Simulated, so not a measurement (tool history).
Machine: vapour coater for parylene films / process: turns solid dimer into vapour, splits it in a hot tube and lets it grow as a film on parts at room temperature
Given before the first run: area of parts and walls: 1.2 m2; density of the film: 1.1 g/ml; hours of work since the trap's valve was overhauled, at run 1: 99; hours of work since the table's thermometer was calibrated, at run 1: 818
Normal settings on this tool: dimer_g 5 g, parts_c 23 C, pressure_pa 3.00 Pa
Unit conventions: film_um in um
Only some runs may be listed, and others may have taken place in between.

run,hour,dimer_g,parts_c,pressure_pa,hours of work since the trap's valve was overhauled,hours of work since the table's thermometer was calibrated,film_um
1,0.0,5,23,3.00,99,818,2.66
2,50.5,5,33,3.00,141,859,2.03
3,111.3,4,33,3.00,190,909,1.61
4,151.2,5,23,3.00,223,942,2.59
# hour 169.5: trap's valve overhauled
5,180.8,8,23,3.00,9,962,4.03
6,210.1,5,23,3.00,33,986,2.49
7,263.0,5,23,3.00,76,1029,2.50
# hour 300.5: trap's valve overhauled, once more
8,304.4,5,23,3.00,3,1060,2.69
9,336.9,5,23,3.00,30,1086,2.65
10,399.3,3,23,3.00,81,1137,1.58
# hour 456.2: table's thermometer calibrated
11,462.7,3,23,10.50,131,5,1.48
12,497.5,3,23,10.50,160,34,1.47
13,535.5,5,23,7.02,191,65,2.53
14,582.2,5,23,7.02,229,103,2.53
# hour 591.4: trap's valve overhauled
15,614.3,5,23,7.02,19,126,2.60
16,663.6,5,19,3.00,59,166,3.06
17,711.7,5,19,3.00,98,205,2.99
18,769.0,5,23,3.00,145,252,2.65
19,796.7,5,23,3.00,167,274,2.65
20,835.8,5,23,3.00,199,306,2.66
# hour 881.5: trap's valve overhauled
21,893.6,5,23,3.00,10,350,2.73
22,928.4,5,23,3.00,38,378,2.71
23,959.2,5,23,3.00,63,404,2.68
24,1017.5,5,23,3.00,111,451,2.65
25,1057.6,5,23,3.00,144,484,2.64
26,1115.4,5,23,3.00,191,531,2.64
27,1141.0,5,25,2.00,212,552,2.56
# hour 1175.2: trap's valve overhauled
28,1199.9,8,20,3.00,20,597,4.76
29,1230.2,5,23,2.83,45,621,2.72
30,1277.2,6,23,4.66,83,660,3.17
31,1323.7,8,24,5.25,121,698,3.95
32,1379.3,5,23,5.46,166,743,2.52
33,1427.2,2,23,3.82,205,782,1.02
# hour 1466.8: trap's valve overhauled
34,1491.9,5,23,8.38,20,831,2.52
35,1526.6,5,23,8.38,49,860,2.50
36,1587.3,5,23,8.38,98,909,2.47
37,1637.2,5,15,3.89,139,950,3.22

Run 38 has not been measured yet. What should we expect?
38,1693.8,3,28,4.55,185,996,?

{"run 38": {"film_um": 1.32}}
Were there no unlogged condition in the tool, this run, its random variation unchanged, would have produced film_um 1.41 um.
